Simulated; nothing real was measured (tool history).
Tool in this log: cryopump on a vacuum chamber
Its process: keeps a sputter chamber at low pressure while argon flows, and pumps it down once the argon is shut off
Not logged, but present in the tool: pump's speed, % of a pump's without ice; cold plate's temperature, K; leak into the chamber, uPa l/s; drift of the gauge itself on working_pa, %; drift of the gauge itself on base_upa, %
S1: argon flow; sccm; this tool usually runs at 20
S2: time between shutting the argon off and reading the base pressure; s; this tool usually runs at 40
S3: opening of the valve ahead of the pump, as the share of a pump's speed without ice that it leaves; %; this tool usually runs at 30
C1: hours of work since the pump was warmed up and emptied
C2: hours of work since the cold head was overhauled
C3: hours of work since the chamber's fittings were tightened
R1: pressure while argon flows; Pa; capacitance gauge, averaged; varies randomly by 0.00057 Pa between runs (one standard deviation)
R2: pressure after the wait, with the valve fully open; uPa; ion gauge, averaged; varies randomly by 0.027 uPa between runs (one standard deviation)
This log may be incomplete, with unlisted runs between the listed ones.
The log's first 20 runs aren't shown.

{"run": 21, "hour": 1011.6, "S1": 12, "S2": 28, "S3": 30, "C1": 403, "C2": 831, "C3": 2002, "R1": 0.0432, "R2": 2.37}
{"hour": 1056.3, "done": "pump warmed up, emptied and cooled again"}
{"run": 22, "hour": 1075.3, "S1": 12, "S2": 28, "S3": 30, "C1": 12, "C2": 868, "C3": 2039, "R1": 0.0408, "R2": 2.26}
{"run": 23, "hour": 1125.8, "S1": 22, "S2": 40, "S3": 30, "C1": 44, "C2": 901, "C3": 2071, "R1": 0.0751, "R2": 1.84}
{"run": 24, "hour": 1170.8, "S1": 20, "S2": 32, "S3": 24, "C1": 73, "C2": 929, "C3": 2100, "R1": 0.0854, "R2": 2.05}
{"run": 25, "hour": 1223.1, "S1": 20, "S2": 32, "S3": 24, "C1": 106, "C2": 963, "C3": 2134, "R1": 0.0846, "R2": 2.18}
{"run": 26, "hour": 1277.3, "S1": 8, "S2": 40, "S3": 39, "C1": 141, "C2": 997, "C3": 2168, "R1": 0.0207, "R2": 1.86}
{"run": 27, "hour": 1323.9, "S1": 9, "S2": 109, "S3": 39, "C1": 171, "C2": 1027, "C3": 2198, "R1": 0.0241, "R2": 1.27}
{"run": 28, "hour": 1376.0, "S1": 10, "S2": 39, "S3": 33, "C1": 204, "C2": 1060, "C3": 2231, "R1": 0.0319, "R2": 2.0}
{"run": 29, "hour": 1437.6, "S1": 10, "S2": 39, "S3": 33, "C1": 243, "C2": 1100, "C3": 2271, "R1": 0.0321, "R2": 1.96}
{"run": 30, "hour": 1471.3, "S1": 10, "S2": 153, "S3": 33, "C1": 265, "C2": 1121, "C3": 2292, "R1": 0.0326, "R2": 1.26}
{"run": 31, "hour": 1505.5, "S1": 18, "S2": 27, "S3": 15, "C1": 287, "C2": 1143, "C3": 2314, "R1": 0.1237, "R2": 2.41}

Run 32 comes next. What will it give?
{"run": 32, "hour": 1561.3, "S1": 18, "S2": 27, "S3": 15, "C1": 322, "C2": 1179, "C3": 2349, "R1": "?", "R2": "?"}

R1: 0.1238 Pa
R2: 2.55 uPa
The same run, on a tool lacking any hidden state, would have yielded R1 0.1208 Pa, R2 1.68 uPa.
